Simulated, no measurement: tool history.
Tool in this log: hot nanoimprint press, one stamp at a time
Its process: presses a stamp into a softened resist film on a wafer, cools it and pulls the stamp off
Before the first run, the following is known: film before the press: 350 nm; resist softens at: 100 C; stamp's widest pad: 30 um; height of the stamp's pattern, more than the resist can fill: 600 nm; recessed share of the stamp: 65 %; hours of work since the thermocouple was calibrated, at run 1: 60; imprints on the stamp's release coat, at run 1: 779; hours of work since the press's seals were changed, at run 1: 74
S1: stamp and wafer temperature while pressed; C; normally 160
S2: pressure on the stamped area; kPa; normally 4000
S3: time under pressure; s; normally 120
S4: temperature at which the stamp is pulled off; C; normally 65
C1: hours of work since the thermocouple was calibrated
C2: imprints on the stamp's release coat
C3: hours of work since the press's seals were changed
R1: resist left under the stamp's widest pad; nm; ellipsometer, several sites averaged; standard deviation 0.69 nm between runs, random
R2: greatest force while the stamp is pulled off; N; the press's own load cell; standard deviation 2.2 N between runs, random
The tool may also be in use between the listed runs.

run 1 hour=0 | S1=160 S2=4000 S3=120 S4=65 | C1=60 C2=779 C3=74 | R1=122.7 R2=120
run 2 hour=4.5 | S1=160 S2=4000 S3=120 S4=65 | C1=62 C2=798 C3=76 | R1=123.7 R2=127
run 3 hour=8.7 | S1=166 S2=4000 S3=120 S4=65 | C1=64 C2=815 C3=78 | R1=94 R2=124
run 4 hour=17.1 | S1=171 S2=4000 S3=120 S4=65 | C1=69 C2=850 C3=83 | R1=76.2 R2=122
-- hour=23.5 stamp cleaned and given a new release coat
run 5 hour=28.4 | S1=171 S2=4000 S3=120 S4=65 | C1=72 C2=21 C3=86 | R1=75.8 R2=94
run 6 hour=37.2 | S1=160 S2=2510 S3=120 S4=65 | C1=77 C2=57 C3=91 | R1=160 R2=96
run 7 hour=44.2 | S1=160 S2=2510 S3=120 S4=65 | C1=80 C2=86 C3=94 | R1=160.1 R2=100
run 8 hour=52 | S1=163 S2=2510 S3=120 S4=65 | C1=85 C2=119 C3=99 | R1=140.2 R2=98
run 9 hour=59.9 | S1=163 S2=2510 S3=120 S4=65 | C1=89 C2=152 C3=103 | R1=139.2 R2=99
run 10 hour=68.1 | S1=163 S2=2510 S3=120 S4=65 | C1=93 C2=186 C3=107 | R1=140.1 R2=102
run 11 hour=73.3 | S1=163 S2=2510 S3=120 S4=65 | C1=96 C2=208 C3=110 | R1=141.3 R2=102
run 12 hour=81.9 | S1=163 S2=2510 S3=120 S4=65 | C1=101 C2=244 C3=115 | R1=140.5 R2=106
run 13 hour=87.1 | S1=160 S2=4000 S3=120 S4=65 | C1=104 C2=265 C3=118 | R1=122.4 R2=102
run 14 hour=93.8 | S1=160 S2=4000 S3=120 S4=65 | C1=107 C2=293 C3=121 | R1=121.5 R2=104
run 15 hour=102 | S1=160 S2=4000 S3=120 S4=65 | C1=112 C2=327 C3=126 | R1=123.5 R2=109
run 16 hour=109.9 | S1=160 S2=4000 S3=120 S4=65 | C1=116 C2=360 C3=130 | R1=122.3 R2=108
run 17 hour=116.6 | S1=160 S2=3740 S3=120 S4=63 | C1=120 C2=388 C3=134 | R1=126.4 R2=112
run 18 hour=122.5 | S1=160 S2=3740 S3=176 S4=70 | C1=123 C2=413 C3=137 | R1=110.5 R2=100
run 19 hour=130 | S1=149 S2=4000 S3=120 S4=65 | C1=127 C2=444 C3=141 | R1=206.2 R2=109
run 20 hour=138.6 | S1=149 S2=4000 S3=120 S4=65 | C1=131 C2=480 C3=145 | R1=206.6 R2=108
run 21 hour=145.8 | S1=160 S2=4760 S3=145 S4=72 | C1=135 C2=510 C3=149 | R1=102.8 R2=100
run 22 hour=150 | S1=160 S2=4010 S3=120 S4=53 | C1=138 C2=527 C3=152 | R1=120.7 R2=131
run 23 hour=153.8 | S1=160 S2=4010 S3=120 S4=53 | C1=140 C2=543 C3=154 | R1=121.8 R2=130
run 24 hour=160 | S1=160 S2=4000 S3=120 S4=65 | C1=143 C2=569 C3=157 | R1=121.6 R2=110
run 25 hour=169 | S1=152 S2=4000 S3=120 S4=65 | C1=148 C2=607 C3=162 | R1=178.8 R2=112
run 26 hour=176.8 | S1=152 S2=4000 S3=120 S4=65 | C1=152 C2=639 C3=166 | R1=180.1 R2=115
run 27 hour=181.6 | S1=160 S2=5200 S3=69 S4=55 | C1=155 C2=659 C3=169 | R1=125.8 R2=141
run 28 hour=187.8 | S1=160 S2=5200 S3=69 S4=55 | C1=158 C2=685 C3=172 | R1=125.8 R2=135
run 29 hour=196.3 | S1=160 S2=5200 S3=69 S4=55 | C1=163 C2=720 C3=177 | R1=126 R2=138

Hidden state or all else? Some run-to-run changes of R1, split into what the settings, what came in and random variation would give without the hidden state, and what is left for the hidden state (with any gauge scatter that isn't in both results):
What the log doesn't record here: true temperature over the reading, C; pressure that arrives at the usual setting, %; grip of the stamp's worn release coat, % over a new coat's; drift of the gauge itself on residual_nm, %; drift of the gauge itself on pull_off_n, %.
Run 18 -> 19: S1 160 -> 149, S2 3740 -> 4000, S3 176 -> 120, S4 70 -> 65. R1 +95.7 nm: hidden state -2.8, all else +98.5.
Run 20 -> 21: S1 149 -> 160, S2 4000 -> 4760, S3 120 -> 145, S4 65 -> 72. R1 -103.8 nm: hidden state +3.2, all else -107.

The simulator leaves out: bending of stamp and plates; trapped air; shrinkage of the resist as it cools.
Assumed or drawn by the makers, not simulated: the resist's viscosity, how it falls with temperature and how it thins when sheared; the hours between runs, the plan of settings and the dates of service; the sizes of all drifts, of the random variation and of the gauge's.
